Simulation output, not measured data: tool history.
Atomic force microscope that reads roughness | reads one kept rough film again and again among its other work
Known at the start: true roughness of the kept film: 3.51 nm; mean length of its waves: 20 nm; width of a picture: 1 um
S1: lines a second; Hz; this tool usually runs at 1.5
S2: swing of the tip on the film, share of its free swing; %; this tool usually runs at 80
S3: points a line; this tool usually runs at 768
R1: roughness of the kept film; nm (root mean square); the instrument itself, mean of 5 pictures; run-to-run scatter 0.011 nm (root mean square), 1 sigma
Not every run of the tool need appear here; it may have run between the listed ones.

run,hour,S1,S2,S3,R1
1,0,1.5,80,768,2.097
2,13.7,1.5,80,768,2.463
3,31.4,1.5,80,768,2.245
4,49.3,1.5,80,768,2.034
5,60,1.5,80,768,2.521
6,78.1,1.5,80,477,2.279
7,94.2,1.76,80,768,2.071
8,112.4,1.76,80,768,2.469
9,120.3,1.5,80,768,2.371
10,130.4,1.5,80,768,2.229
11,140.2,1.5,80,768,2.131
12,159.8,1.5,80,768,2.444
13,178.9,1.5,80,768,2.194
14,188.8,1.5,80,768,2.12
15,201.2,1.5,80,816,2.597
16,214.6,0.53,80,768,2.481
17,232.3,0.53,80,768,2.25
18,244.6,1.5,80,768,2.043
19,260.9,1.5,80,768,2.416
20,272.1,1.5,79,768,2.256
21,286,1.5,79,768,2.118
22,298.6,1.5,79,768,2.548
23,310.2,1.5,80,256,2.309
24,324.5,1.5,80,256,2.126
25,337.9,1.5,80,335,2.014
26,350.1,1.5,86,768,2.499
27,367.6,2.33,59,536,2.341
28,375.3,2.33,59,536,2.235
29,386,0.53,73,318,2.104
30,395.6,0.53,73,318,2.604
31,404.9,0.53,73,318,2.448
32,419,0.53,74,998,2.324
33,437.6,1.5,55,752,2.093
34,451.9,2.42,72,752,2.467
35,466.1,1.5,68,624,2.371
36,474.1,1.5,68,624,2.238
37,483.4,0.74,66,643,2.173
38,497.2,3.91,80,897,2.329
39,513.3,2.22,68,312,2.275
40,527.6,2.16,89,262,1.916
41,541.2,2.71,89,262,2.297
42,549.8,0.59,90,598,2.478
43,565.5,0.59,90,598,2.25
44,583.5,1.5,63,768,2.094
45,599.8,1.5,63,768,2.539
46,611.1,1.5,55,660,2.388
47,625.2,1.5,80,926,2.135
48,639.8,1.11,81,758,2.605
49,654.7,1.11,81,758,2.387
50,669.7,2.86,80,855,2.096
51,683,2.86,80,326,2.493
52,694,2.86,80,326,2.315

Taken out of this log: 17 entries between the listed runs. Where each belongs, and how the hidden state differs across it:
Run 1 -> run 2: new tip fitted (hour 5.9)
  radius of the tip, nm: 16.6 -> 10
  measured minus no-state result, R1: -0.565 -> -0.212 nm (root mean square)
Run 4 -> run 5: new tip fitted (hour 54)
  radius of the tip, nm: 18 -> 9.1; height scale over the true one, %: -0.17 -> -0.18
  measured minus no-state result, R1: -0.631 -> -0.153 nm (root mean square)
Run 7 -> run 8: new tip fitted (hour 101.7)
  radius of the tip, nm: 16.7 -> 9.6; height scale over the true one, %: -0.19 -> -0.2
  measured minus no-state result, R1: -0.565 -> -0.187 nm (root mean square)
Run 11 -> run 12: new tip fitted (hour 149.8)
  radius of the tip, nm: 15.9 -> 10.2; height scale over the true one, %: -0.21 -> -0.22
  measured minus no-state result, R1: -0.533 -> -0.225 nm (root mean square)
Run 14 -> run 15: new tip fitted (hour 198.3)
  radius of the tip, nm: 16.7 -> 8.2
  measured minus no-state result, R1: -0.576 -> -0.092 nm (root mean square)
Run 18 -> run 19: new tip fitted (hour 246)
  radius of the tip, nm: 17.9 -> 10.8; height scale over the true one, %: -0.26 -> -0.27
  measured minus no-state result, R1: -0.626 -> -0.264 nm (root mean square)
Run 21 -> run 22: new tip fitted (hour 295.2)
  radius of the tip, nm: 16.7 -> 8.4; height scale over the true one, %: -0.28 -> -0.29
  measured minus no-state result, R1: -0.582 -> -0.108 nm (root mean square)
Run 25 -> run 26: new tip fitted (hour 343.1)
  radius of the tip, nm: 17.8 -> 8.9
  measured minus no-state result, R1: -0.613 -> -0.142 nm (root mean square)
Run 28 -> run 29: height scale calibrated on a step standard (hour 378.1)
  radius of the tip, nm: 14.9 -> 17.2; height scale over the true one, %: -0.32 -> -0.49
  measured minus no-state result, R1: -0.499 -> -0.613 nm (root mean square)
Run 29 -> run 30: new tip fitted (hour 391.5)
  radius of the tip, nm: 17.2 -> 8.2
  measured minus no-state result, R1: -0.613 -> -0.101 nm (root mean square)
Run 33 -> run 34: new tip fitted (hour 440.2)
  radius of the tip, nm: 18.3 -> 9.7; height scale over the true one, %: -0.51 -> -0.52
  measured minus no-state result, R1: -0.673 -> -0.2 nm (root mean square)
Run 34 -> run 35: height scale calibrated on a step standard, once more (hour 466.1)
  radius of the tip, nm: 9.7 -> 12.6; height scale over the true one, %: -0.52 -> -0.12
  measured minus no-state result, R1: -0.2 -> -0.374 nm (root mean square)
Run 37 -> run 38: new tip fitted (hour 489)
  radius of the tip, nm: 16.8 -> 9.2; height scale over the true one, %: -0.13 -> -0.14
  measured minus no-state result, R1: -0.6 -> -0.149 nm (root mean square)
Run 40 -> run 41: new tip fitted (hour 537.6)
  radius of the tip, nm: 16.1 -> 8.2; height scale over the true one, %: -0.15 -> -0.16
  measured minus no-state result, R1: -0.494 -> -0.084 nm (root mean square)
Run 44 -> run 45: new tip fitted (hour 586.6)
  radius of the tip, nm: 18.2 -> 10.3
  measured minus no-state result, R1: -0.656 -> -0.235 nm (root mean square)
Run 47 -> run 48: new tip fitted (hour 635.4)
  radius of the tip, nm: 16.1 -> 8.2; height scale over the true one, %: -0.19 -> -0.2
  measured minus no-state result, R1: -0.546 -> -0.092 nm (root mean square)
Run 50 -> run 51: new tip fitted (hour 683)
  radius of the tip, nm: 14.8 -> 7.1
  measured minus no-state result, R1: -0.461 -> -0.013 nm (root mean square)

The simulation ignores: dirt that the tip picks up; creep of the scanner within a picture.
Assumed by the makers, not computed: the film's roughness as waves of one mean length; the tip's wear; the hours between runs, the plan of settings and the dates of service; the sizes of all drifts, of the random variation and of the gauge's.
